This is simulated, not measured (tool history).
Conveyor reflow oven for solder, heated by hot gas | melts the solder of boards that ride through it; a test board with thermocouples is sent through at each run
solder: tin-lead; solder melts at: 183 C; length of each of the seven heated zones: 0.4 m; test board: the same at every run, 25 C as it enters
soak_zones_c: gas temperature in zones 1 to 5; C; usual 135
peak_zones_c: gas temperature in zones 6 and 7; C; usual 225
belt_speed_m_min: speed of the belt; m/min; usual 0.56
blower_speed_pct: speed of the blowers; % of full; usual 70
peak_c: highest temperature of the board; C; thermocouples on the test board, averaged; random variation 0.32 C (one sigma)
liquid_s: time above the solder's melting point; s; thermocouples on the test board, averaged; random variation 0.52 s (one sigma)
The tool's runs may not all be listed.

run	hour	soak_zones_c	peak_zones_c	belt_speed_m_min	blower_speed_pct	peak_c	liquid_s
1	0	135	225	0.56	70	202.6	46.2
2	79.2	135	225	0.56	70	202.4	45.1
3	120.4	130	225	0.56	70	201.3	40.1
4	183.5	135	225	0.514	70	204.6	53.1
5	230.3	135	225	0.57	70	200.9	41.3
6	271.5	135	225	0.57	70	200.4	39.8
7	318.1	136	225	0.56	70	200.3	43.2
8	404.2	135	225	0.567	70	199.7	40
9	484.1	135	225	0.567	70	199.4	38
# hour 534.7: flux residue cleaned out of gas plates and filters
10	556.6	135	225	0.567	70	202.3	44.5
11	636	147	225	0.56	70	204.6	54.1
12	707.3	147	225	0.56	70	204.8	53.9
13	767.6	135	225	0.56	70	201.4	43.3
14	818.8	135	225	0.506	70	204.2	53.4
15	874	135	225	0.506	70	204.2	54.4
16	942.9	133	221	0.657	74	192.1	21
17	1022.9	133	221	0.657	74	191.7	19.7
18	1115.8	149	218	0.56	89	200.7	51
# hour 1204.1: flux residue cleaned out of gas plates and filters
19	1209.1	135	225	0.56	83	205.4	51.1
20	1256.5	135	225	0.56	83	205.2	51.4
21	1312.2	129	217	0.56	71	193.9	29
22	1383	135	216	0.56	70	193.3	30.6
23	1462.9	135	216	0.56	70	193.3	29.3
24	1525.7	135	216	0.597	70	190.4	21.2
25	1574	135	216	0.642	70	187.8	13.1
26	1629.2	135	216	0.464	61	194.4	41.4
# hour 1657.5: thermocouples of zones 6 and 7 changed
27	1704.2	135	216	0.464	61	197.4	48.2
28	1751.6	137	225	0.56	64	200.1	41.4
29	1833.6	135	225	0.669	70	194.2	24.2
# hour 1873.8: flux residue cleaned out of gas plates and filters
30	1923.4	135	225	0.669	70	198.1	29.6

Hidden state or all else? Some run-to-run changes of peak_c, split into what the settings, what came in and random variation would give without the hidden state, and what is left for the hidden state (with any gauge scatter that isn't in both results):
The hidden state here: heat that the gas passes to the board, % of a clean oven's; belt's true speed, % of the reading; true gas temperature in zones 6 and 7 over the reading, C; drift of the gauge itself on peak_c, C; drift of the gauge itself on liquid_s, %.
Run 9 -> 10: flux residue cleaned out of gas plates and filters. peak_c +2.9 C: hidden state +3.1, all else -0.2.
Run 15 -> 16: soak_zones_c 135 -> 133, peak_zones_c 225 -> 221, belt_speed_m_min 0.506 -> 0.657, blower_speed_pct 70 -> 74. peak_c -12.1 C: hidden state -0.7, all else -11.4.
Run 17 -> 18: soak_zones_c 133 -> 149, peak_zones_c 221 -> 218, belt_speed_m_min 0.657 -> 0.56, blower_speed_pct 74 -> 89. peak_c +9 C: hidden state -0.1, all else +9.1.
Run 20 -> 21: soak_zones_c 135 -> 129, peak_zones_c 225 -> 217, blower_speed_pct 83 -> 71. peak_c -11.3 C: hidden state -0.1, all else -11.2.
Run 26 -> 27: thermocouples of zones 6 and 7 changed. peak_c +3 C: hidden state +3.1, all else -0.1.
Run 29 -> 30: flux residue cleaned out of gas plates and filters. peak_c +3.9 C: hidden state +3.6, all else +0.3.

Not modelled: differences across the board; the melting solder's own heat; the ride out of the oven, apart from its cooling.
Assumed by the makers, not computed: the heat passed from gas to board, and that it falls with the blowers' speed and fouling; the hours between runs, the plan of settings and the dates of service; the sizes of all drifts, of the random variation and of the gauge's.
